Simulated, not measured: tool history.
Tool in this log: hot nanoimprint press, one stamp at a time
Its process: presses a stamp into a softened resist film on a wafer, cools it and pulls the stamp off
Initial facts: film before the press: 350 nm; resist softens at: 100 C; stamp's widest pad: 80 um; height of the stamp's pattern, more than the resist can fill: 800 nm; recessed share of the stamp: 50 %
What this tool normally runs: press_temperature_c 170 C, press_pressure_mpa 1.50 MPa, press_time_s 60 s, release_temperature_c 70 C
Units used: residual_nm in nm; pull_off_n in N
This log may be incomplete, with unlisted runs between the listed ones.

{"run": 1, "day": 0.0, "press_temperature_c": 170, "press_pressure_mpa": 1.5, "press_time_s": 60, "release_temperature_c": 70, "residual_nm": 122.5, "pull_off_n": 156}
{"run": 2, "day": 1.179, "press_temperature_c": 170, "press_pressure_mpa": 1.5, "press_time_s": 60, "release_temperature_c": 70, "residual_nm": 122.9, "pull_off_n": 162}
{"run": 3, "day": 2.346, "press_temperature_c": 170, "press_pressure_mpa": 1.5, "press_time_s": 60, "release_temperature_c": 70, "residual_nm": 122.8, "pull_off_n": 160}
{"run": 4, "day": 3.633, "press_temperature_c": 170, "press_pressure_mpa": 1.5, "press_time_s": 76, "release_temperature_c": 70, "residual_nm": 112.9, "pull_off_n": 166}
{"run": 5, "day": 4.788, "press_temperature_c": 165, "press_pressure_mpa": 1.5, "press_time_s": 76, "release_temperature_c": 70, "residual_nm": 140.4, "pull_off_n": 170}
{"run": 6, "day": 5.462, "press_temperature_c": 170, "press_pressure_mpa": 1.64, "press_time_s": 60, "release_temperature_c": 70, "residual_nm": 117.0, "pull_off_n": 176}
{"run": 7, "day": 6.788, "press_temperature_c": 170, "press_pressure_mpa": 1.64, "press_time_s": 60, "release_temperature_c": 70, "residual_nm": 115.7, "pull_off_n": 175}
{"run": 8, "day": 7.904, "press_temperature_c": 170, "press_pressure_mpa": 1.5, "press_time_s": 60, "release_temperature_c": 70, "residual_nm": 122.5, "pull_off_n": 174}
{"day": 8.1, "done": "plate thermocouple calibrated"}
{"run": 9, "day": 9.362, "press_temperature_c": 165, "press_pressure_mpa": 1.5, "press_time_s": 60, "release_temperature_c": 70, "residual_nm": 150.6, "pull_off_n": 183}
{"run": 10, "day": 10.788, "press_temperature_c": 170, "press_pressure_mpa": 1.5, "press_time_s": 60, "release_temperature_c": 70, "residual_nm": 120.6, "pull_off_n": 187}
{"run": 11, "day": 12.254, "press_temperature_c": 170, "press_pressure_mpa": 1.5, "press_time_s": 60, "release_temperature_c": 70, "residual_nm": 120.6, "pull_off_n": 192}
{"run": 12, "day": 13.125, "press_temperature_c": 170, "press_pressure_mpa": 1.5, "press_time_s": 60, "release_temperature_c": 70, "residual_nm": 120.9, "pull_off_n": 188}
{"day": 13.833, "done": "plate thermocouple calibrated, once more"}
{"run": 13, "day": 14.233, "press_temperature_c": 168, "press_pressure_mpa": 1.5, "press_time_s": 60, "release_temperature_c": 70, "residual_nm": 136.0, "pull_off_n": 195}
{"run": 14, "day": 15.612, "press_temperature_c": 168, "press_pressure_mpa": 1.5, "press_time_s": 60, "release_temperature_c": 70, "residual_nm": 135.9, "pull_off_n": 195}
{"run": 15, "day": 16.525, "press_temperature_c": 170, "press_pressure_mpa": 1.5, "press_time_s": 60, "release_temperature_c": 70, "residual_nm": 124.3, "pull_off_n": 199}
{"day": 17.021, "done": "stamp cleaned and given a new release coat"}
{"run": 16, "day": 17.833, "press_temperature_c": 170, "press_pressure_mpa": 2.06, "press_time_s": 75, "release_temperature_c": 70, "residual_nm": 96.1, "pull_off_n": 153}
{"run": 17, "day": 18.588, "press_temperature_c": 180, "press_pressure_mpa": 1.51, "press_time_s": 60, "release_temperature_c": 70, "residual_nm": 80.8, "pull_off_n": 163}
{"run": 18, "day": 19.962, "press_temperature_c": 160, "press_pressure_mpa": 1.19, "press_time_s": 104, "release_temperature_c": 67, "residual_nm": 180.1, "pull_off_n": 168}
{"run": 19, "day": 21.225, "press_temperature_c": 162, "press_pressure_mpa": 1.74, "press_time_s": 60, "release_temperature_c": 74, "residual_nm": 163.0, "pull_off_n": 158}
{"run": 20, "day": 21.967, "press_temperature_c": 170, "press_pressure_mpa": 2.32, "press_time_s": 81, "release_temperature_c": 70, "residual_nm": 85.9, "pull_off_n": 170}
{"run": 21, "day": 23.321, "press_temperature_c": 166, "press_pressure_mpa": 1.5, "press_time_s": 60, "release_temperature_c": 70, "residual_nm": 148.3, "pull_off_n": 171}
{"run": 22, "day": 24.625, "press_temperature_c": 170, "press_pressure_mpa": 1.5, "press_time_s": 60, "release_temperature_c": 58, "residual_nm": 123.4, "pull_off_n": 217}
{"run": 23, "day": 25.4, "press_temperature_c": 170, "press_pressure_mpa": 1.9, "press_time_s": 60, "release_temperature_c": 70, "residual_nm": 108.6, "pull_off_n": 180}
{"run": 24, "day": 26.658, "press_temperature_c": 170, "press_pressure_mpa": 1.9, "press_time_s": 60, "release_temperature_c": 70, "residual_nm": 108.2, "pull_off_n": 183}
{"run": 25, "day": 27.346, "press_temperature_c": 170, "press_pressure_mpa": 1.99, "press_time_s": 60, "release_temperature_c": 67, "residual_nm": 106.3, "pull_off_n": 191}
{"run": 26, "day": 28.042, "press_temperature_c": 178, "press_pressure_mpa": 1.99, "press_time_s": 60, "release_temperature_c": 67, "residual_nm": 74.9, "pull_off_n": 194}
{"run": 27, "day": 28.812, "press_temperature_c": 170, "press_pressure_mpa": 1.5, "press_time_s": 39, "release_temperature_c": 70, "residual_nm": 142.6, "pull_off_n": 185}
{"run": 28, "day": 29.812, "press_temperature_c": 170, "press_pressure_mpa": 1.5, "press_time_s": 39, "release_temperature_c": 70, "residual_nm": 144.5, "pull_off_n": 190}
{"run": 29, "day": 30.742, "press_temperature_c": 173, "press_pressure_mpa": 1.5, "press_time_s": 59, "release_temperature_c": 70, "residual_nm": 109.8, "pull_off_n": 193}
{"run": 30, "day": 32.079, "press_temperature_c": 173, "press_pressure_mpa": 1.5, "press_time_s": 59, "release_temperature_c": 70, "residual_nm": 109.0, "pull_off_n": 199}

4 options for the next run, each taken on its own from the tool as it stands now. Forecast them:
{"run": "A", "day": 32.992, "press_temperature_c": 170, "press_pressure_mpa": 1.57, "press_time_s": 60, "release_temperature_c": 70, "residual_nm": "?", "pull_off_n": "?"}
{"run": "B", "day": 32.992, "press_temperature_c": 168, "press_pressure_mpa": 1.5, "press_time_s": 59, "release_temperature_c": 70, "residual_nm": "?", "pull_off_n": "?"}
{"run": "C", "day": 32.992, "press_temperature_c": 173, "press_pressure_mpa": 1.5, "press_time_s": 108, "release_temperature_c": 70, "residual_nm": "?", "pull_off_n": "?"}
{"run": "D", "day": 32.992, "press_temperature_c": 159, "press_pressure_mpa": 2.38, "press_time_s": 56, "release_temperature_c": 70, "residual_nm": "?", "pull_off_n": "?"}

run=A residual_nm=120.8 pull_off_n=194
run=B residual_nm=135.5 pull_off_n=201
run=C residual_nm=87.1 pull_off_n=201
run=D residual_nm=162.8 pull_off_n=203
What these runs would have given with no unlogged condition in the tool:
run=A residual_nm=120.5 pull_off_n=150
run=B residual_nm=135.4 pull_off_n=156
run=C residual_nm=86.9 pull_off_n=155
run=D residual_nm=161.1 pull_off_n=157
